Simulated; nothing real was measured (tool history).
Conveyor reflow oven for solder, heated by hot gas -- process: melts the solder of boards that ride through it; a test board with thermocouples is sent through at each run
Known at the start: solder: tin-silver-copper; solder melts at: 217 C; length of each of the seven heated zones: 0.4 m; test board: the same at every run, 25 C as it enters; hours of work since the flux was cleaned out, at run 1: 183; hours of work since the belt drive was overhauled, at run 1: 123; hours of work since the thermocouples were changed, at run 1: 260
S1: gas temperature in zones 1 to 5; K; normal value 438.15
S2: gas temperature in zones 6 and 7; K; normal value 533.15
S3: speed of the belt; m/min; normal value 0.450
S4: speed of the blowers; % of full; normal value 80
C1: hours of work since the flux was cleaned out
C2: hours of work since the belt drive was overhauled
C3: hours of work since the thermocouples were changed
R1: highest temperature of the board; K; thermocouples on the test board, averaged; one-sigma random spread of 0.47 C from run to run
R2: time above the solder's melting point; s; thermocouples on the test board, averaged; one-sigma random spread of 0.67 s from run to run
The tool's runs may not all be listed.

run    hour      S1      S2     S3  S4   C1   C2   C3      R1    R2
  1     0.0  438.15  533.15  0.450  80  183  123  260  521.15  72.5
  2    97.3  438.15  533.15  0.450  80  250  190  326  521.15  71.6
  3   197.4  438.15  533.15  0.450  80  319  258  395  520.15  71.1
  4   241.2  438.15  533.15  0.450  80  349  288  425  520.35  72.2
  5   315.3  438.15  533.15  0.473  80  399  339  476  518.45  65.0
      350.9  -- flux residue cleaned out of gas plates and filters
  6   376.9  438.15  533.15  0.473  80   18  378  515  515.15  59.5
  7   451.9  438.15  533.15  0.450  80   69  429  566  515.65  64.1
  8   507.9  438.15  533.15  0.450  80  108  468  605  515.65  63.4
  9   557.7  438.15  531.15  0.450  80  142  502  639  513.45  60.4
 10   658.0  438.15  533.15  0.450  80  211  571  708  514.65  61.8
 11   722.3  438.15  533.15  0.450  80  255  615  752  514.65  59.9
      730.9  -- thermocouples of zones 6 and 7 changed
 12   772.6  433.15  545.15  0.446  82  288  648   29  523.65  71.7
 13   827.2  438.15  530.15  0.450  59  326  686   66  505.75  45.5
      849.6  -- flux residue cleaned out of gas plates and filters, once more
 14   919.9  438.15  536.15  0.525  59   48  746  126  514.25  51.8
      986.6  -- belt drive overhauled, speed set with a stopwatch
 15  1016.0  438.15  533.15  0.504  58  112   20  190  512.05  50.3
 16  1071.7  449.15  542.15  0.413  65  150   58  228  530.85  93.3
 17  1154.3  449.15  542.15  0.413  65  206  115  284  529.65  94.3
 18  1223.8  436.15  533.15  0.450  51  254  163  332  511.45  55.7
 19  1321.9  436.15  544.15  0.452  51  321  230  399  520.65  66.7
 20  1415.0  443.15  546.15  0.522  67  385  294  463  523.45  61.9

Hidden condition of the tool, last listed run before each entry between runs versus first listed run after:
Runs 5 to 6: flux residue cleaned out of gas plates and filters (hour 350.9)
  heat that the gas passes to the board, % of a clean oven's: 85.3 -> 74.2; belt's true speed, % of the reading: 99.36 -> 99.29; true gas temperature in zones 6 and 7 over the reading, C: 0.79 -> 0.84
  measured result minus the result with no hidden state, R1: -2.90 -> -6.40 K; R2: -4.5 -> -10.7 s
Runs 11 to 12: thermocouples of zones 6 and 7 changed (hour 730.9)
  heat that the gas passes to the board, % of a clean oven's: 67.5 -> 66.6; belt's true speed, % of the reading: 98.89 -> 98.83; true gas temperature in zones 6 and 7 over the reading, C: 1.12 -> 0.3
  measured result minus the result with no hidden state, R1: -8.00 -> -10.30 K; R2: -13.8 -> -12.4 s
Runs 13 to 14: flux residue cleaned out of gas plates and filters, once more (hour 849.6)
  heat that the gas passes to the board, % of a clean oven's: 65.6 -> 97.6; belt's true speed, % of the reading: 98.77 -> 98.67; true gas temperature in zones 6 and 7 over the reading, C: 0.35 -> 0.42
  measured result minus the result with no hidden state, R1: -8.30 -> +0.30 K; R2: -17.9 -> +1.0 s
Runs 14 to 15: belt drive overhauled, speed set with a stopwatch (hour 986.6)
  heat that the gas passes to the board, % of a clean oven's: 97.6 -> 95.2; belt's true speed, % of the reading: 98.67 -> 100.04; true gas temperature in zones 6 and 7 over the reading, C: 0.42 -> 0.5
  measured result minus the result with no hidden state, R1: +0.30 -> -0.70 K; R2: +1.0 -> -1.5 s
